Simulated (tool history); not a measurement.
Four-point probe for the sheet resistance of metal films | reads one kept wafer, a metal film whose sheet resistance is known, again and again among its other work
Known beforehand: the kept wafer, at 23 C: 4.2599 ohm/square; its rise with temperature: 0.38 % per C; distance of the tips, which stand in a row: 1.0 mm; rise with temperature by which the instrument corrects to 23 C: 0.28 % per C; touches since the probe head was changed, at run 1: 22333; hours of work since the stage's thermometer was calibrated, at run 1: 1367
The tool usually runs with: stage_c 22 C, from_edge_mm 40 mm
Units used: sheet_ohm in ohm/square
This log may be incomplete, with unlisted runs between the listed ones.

run    hour  stage_c  from_edge_mm  touches since the probe head was changed  hours of work since the stage's thermometer was calibrated  sheet_ohm
  1       0       22            40                                     22333                                                        1367   4.255231
  2    97.7       22            40                                     25033                                                        1423   4.255002
  3   140.6       22            40                                     26221                                                        1448   4.254939
  4   207.8       30            40                                     28077                                                        1486   4.288154
  5   290.8       30            40                                     30373                                                        1534   4.288543
  6   352.4       30            40                                     32075                                                        1569    4.28761
  7   397.4       24            40                                     33321                                                        1595   4.265432
  8   471.6       24            40                                     35371                                                        1637    4.26557
  9   556.9       23            40                                     37730                                                        1686   4.261172
 10     602       23            40                                     38975                                                        1712   4.262599
      608.4  -- stage's thermometer calibrated
 11     690       23            40                                     41396                                                          47    4.25964
 12   788.4       22            40                                     44115                                                         103   4.258247
 13   847.8       22            40                                     45757                                                         137   4.257913
 14     931       22            22                                     48059                                                         185   4.263596
      971.1  -- stage's thermometer calibrated, once more
 15  1026.7       27            22                                     50690                                                          32    4.28725
 16  1115.6       30             8                                     53149                                                          83   4.330998
 17  1198.6       30             8                                     55441                                                         130   4.332903
 18  1265.5       20            15                                     57291                                                         169   4.267254
 19  1362.3       20            15                                     59969                                                         224   4.268591
 20  1445.9       20            64                                     62279                                                         272   4.259688
 21    1518       34             4                                     64271                                                         314   4.453399
 22  1569.1       25            40                                     65684                                                         343   4.280174
 23  1643.9       18            12                                     67754                                                         386   4.268025
 24  1723.1       28             6                                     69942                                                         431   4.353646
 25  1801.5       30            13                                     72110                                                         476   4.312545
 26  1853.3       31            13                                     73541                                                         506   4.317111
 27  1903.5       27             4                                     74930                                                         535   4.428308
 28  1964.7       19            45                                     76622                                                         570   4.257741
 29  2022.7       25            11                                     78224                                                         603   4.300604

5 ways to go on from here, each from the tool as it stands after run 29. What would each give?
  A  2123.3       19             6                                     81007                                                         661          ?
  B  2123.3       22             4                                     81007                                                         661          ?
  C  2123.3       25            74                                     81007                                                         661          ?
  D  2123.3       27             6                                     81007                                                         661          ?
  E  2123.3       30            29                                     81007                                                         661          ?

run  sheet_ohm
  A   4.321241
  B   4.409471
  C    4.28215
  D   4.352926
  E   4.304806
Without the tool's hidden state the same runs would have given:
run  sheet_ohm
  A   4.306876
  B   4.394826
  C   4.267881
  D   4.338433
  E   4.290448
